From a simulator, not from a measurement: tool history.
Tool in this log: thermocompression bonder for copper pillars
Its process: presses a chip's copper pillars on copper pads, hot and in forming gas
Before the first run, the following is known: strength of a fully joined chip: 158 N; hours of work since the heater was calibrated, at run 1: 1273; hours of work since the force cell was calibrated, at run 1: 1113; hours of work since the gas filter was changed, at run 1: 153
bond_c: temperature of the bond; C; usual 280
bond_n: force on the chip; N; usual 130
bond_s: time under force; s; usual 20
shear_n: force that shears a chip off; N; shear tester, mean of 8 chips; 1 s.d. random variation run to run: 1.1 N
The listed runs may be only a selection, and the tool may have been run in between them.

run,day,bond_c,bond_n,bond_s,hours of work since the heater was calibrated,hours of work since the force cell was calibrated,hours of work since the gas filter was changed,shear_n
1,0,280,130,20,1273,1113,153,80.4
2,3.508,280,130,20,1322,1163,203,80.3
# day 4.312: heater calibrated with a thermocouple chip
3,6.525,280,130,20,32,1205,244,84.1
4,8.229,280,130,20,56,1229,269,83.7
5,10.9,280,130,20,94,1267,307,84.2
6,13.379,280,130,20,129,1302,342,81.1
7,16.192,280,130,20,169,1342,382,82.1
# day 16.767: forming gas filter changed
8,18.204,280,130,20,198,1371,20,87.1
9,20.975,280,130,20,237,1410,60,85.6
# day 24.925: force cell calibrated
10,24.925,295,130,20,292,0,115,107.3
11,29.05,295,130,20,351,59,174,105.1
12,32.208,288,130,20,396,104,219,98.4
13,34.442,272,130,20,428,136,251,79.9
14,38.45,272,130,20,485,193,308,76.9
15,41.896,280,130,44,534,242,357,105.9
16,43.588,280,130,44,558,266,381,104.4
# day 44.221: forming gas filter changed
17,46.483,280,130,21,599,307,32,90.5
18,49.558,277,130,21,643,350,76,86
19,53.646,277,130,21,701,409,134,84
20,56.612,280,130,18,743,451,176,83.3
21,59.217,280,130,18,780,488,214,81.4
22,62.225,280,154,20,823,531,256,97
23,65.112,294,154,20,864,572,298,109.2
24,67.808,280,177,26,903,610,336,110.3
25,71.342,287,106,20,953,661,386,73.1
# day 71.646: forming gas filter changed
26,75.254,287,106,20,1008,716,51,77.1
27,77.192,289,103,16,1036,744,79,70.3
28,79.771,289,103,16,1073,780,116,69.1
29,83.246,289,103,16,1122,830,165,67.5
30,87.046,280,115,20,1176,884,219,71.8
31,90.138,305,140,13,1220,928,263,97.9
32,92.842,305,87,46,1259,967,302,94.7
33,95.071,305,120,46,1291,998,334,117.4
# day 98.296: heater calibrated with a thermocouple chip
34,98.65,277,120,48,5,1048,383,96.5
# day 99.138: forming gas filter changed
35,102.192,277,120,48,55,1098,44,102.5
36,105.596,294,176,48,104,1147,92,143.6
37,108.283,273,117,11,142,1185,130,56.4
38,112.025,298,117,11,195,1238,184,76.9
39,114.962,303,158,20,237,1280,225,119.6

Below, some changes in shear_n between adjacent runs. For each, the amount present without the hidden state too (settings, incoming material, random variation) and the amount remaining for the hidden state with gauge scatter not shared by both compared results:
Unlogged tool condition in this case: true temperature of the bond over the reading, C; force that reaches the chip, % of what is set; oxide that the forming gas leaves, % of the face; drift of the gauge itself on shear_n, %.
Run 7 -> 8: forming gas filter changed. shear_n +5 N: hidden state +6.2, all else -1.2.
Run 16 -> 17: bond_s 44 -> 21, forming gas filter changed. shear_n -13.9 N: hidden state +7.6, all else -21.5.
Run 34 -> 35: forming gas filter changed. shear_n +6 N: hidden state +7.1, all else -1.1.
Run 35 -> 36: bond_c 277 -> 294, bond_n 120 -> 176. shear_n +41.1 N: hidden state +1, all else +40.1.
Run 36 -> 37: bond_c 294 -> 273, bond_n 176 -> 117, bond_s 48 -> 11. shear_n -87.2 N: hidden state -1.2, all else -86.
Run 38 -> 39: bond_c 298 -> 303, bond_n 117 -> 158, bond_s 11 -> 20. shear_n +42.7 N: hidden state -2.1, all else +44.8.

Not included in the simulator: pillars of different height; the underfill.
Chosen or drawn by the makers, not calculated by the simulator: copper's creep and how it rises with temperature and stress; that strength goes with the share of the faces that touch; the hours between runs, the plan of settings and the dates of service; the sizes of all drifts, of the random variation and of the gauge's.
